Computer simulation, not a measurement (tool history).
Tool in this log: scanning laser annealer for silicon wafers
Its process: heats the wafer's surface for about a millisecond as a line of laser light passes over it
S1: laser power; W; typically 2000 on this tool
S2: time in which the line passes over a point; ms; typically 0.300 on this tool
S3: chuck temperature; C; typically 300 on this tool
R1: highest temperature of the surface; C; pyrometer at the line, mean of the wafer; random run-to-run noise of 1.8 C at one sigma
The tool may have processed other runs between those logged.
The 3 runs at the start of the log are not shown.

{"run": 4, "hour": 200.5, "S1": 2000, "S2": 0.23, "S3": 300, "R1": 956}
{"run": 5, "hour": 255.8, "S1": 2000, "S2": 0.3, "S3": 300, "R1": 1040}
{"run": 6, "hour": 308.9, "S1": 2000, "S2": 0.3, "S3": 300, "R1": 1037}
{"run": 7, "hour": 361.8, "S1": 2000, "S2": 0.301, "S3": 300, "R1": 1033}
{"run": 8, "hour": 451.0, "S1": 2000, "S2": 0.301, "S3": 300, "R1": 1030}
{"run": 9, "hour": 545.0, "S1": 2000, "S2": 0.301, "S3": 280, "R1": 1003}
{"run": 10, "hour": 598.5, "S1": 1812, "S2": 0.3, "S3": 300, "R1": 932}
{"run": 11, "hour": 697.7, "S1": 2000, "S2": 0.3, "S3": 267, "R1": 979}
{"run": 12, "hour": 752.6, "S1": 2000, "S2": 0.3, "S3": 322, "R1": 1031}
{"hour": 780.6, "done": "window over the wafer cleaned"}
{"run": 13, "hour": 845.8, "S1": 2000, "S2": 0.3, "S3": 322, "R1": 1063}
{"run": 14, "hour": 929.6, "S1": 2000, "S2": 0.3, "S3": 322, "R1": 1058}
{"run": 15, "hour": 1014.1, "S1": 2000, "S2": 0.3, "S3": 322, "R1": 1055}
{"run": 16, "hour": 1081.7, "S1": 2000, "S2": 0.3, "S3": 322, "R1": 1047}
{"run": 17, "hour": 1122.3, "S1": 2000, "S2": 0.3, "S3": 300, "R1": 1024}
{"run": 18, "hour": 1173.9, "S1": 2000, "S2": 0.3, "S3": 300, "R1": 1023}
{"run": 19, "hour": 1220.1, "S1": 1986, "S2": 0.3, "S3": 300, "R1": 1015}
{"run": 20, "hour": 1278.1, "S1": 1986, "S2": 0.3, "S3": 300, "R1": 1010}
{"run": 21, "hour": 1333.7, "S1": 2000, "S2": 0.3, "S3": 300, "R1": 1015}
{"run": 22, "hour": 1405.4, "S1": 2076, "S2": 0.329, "S3": 293, "R1": 1069}
{"run": 23, "hour": 1463.8, "S1": 2076, "S2": 0.329, "S3": 293, "R1": 1063}
{"run": 24, "hour": 1539.4, "S1": 2070, "S2": 0.21, "S3": 321, "R1": 945}
{"run": 25, "hour": 1585.9, "S1": 2070, "S2": 0.21, "S3": 321, "R1": 943}
{"hour": 1656.7, "done": "window over the wafer cleaned"}
{"run": 26, "hour": 1674.9, "S1": 1742, "S2": 0.227, "S3": 340, "R1": 878}
{"run": 27, "hour": 1770.0, "S1": 1742, "S2": 0.227, "S3": 340, "R1": 870}

Forecast run 28:
{"run": 28, "hour": 1870.1, "S1": 1742, "S2": 0.323, "S3": 310, "R1": "?"}

Run 28 came out at R1 930 C.
With the hidden condition absent and the run-to-run variation left alone, this run would have shown R1 960 C.
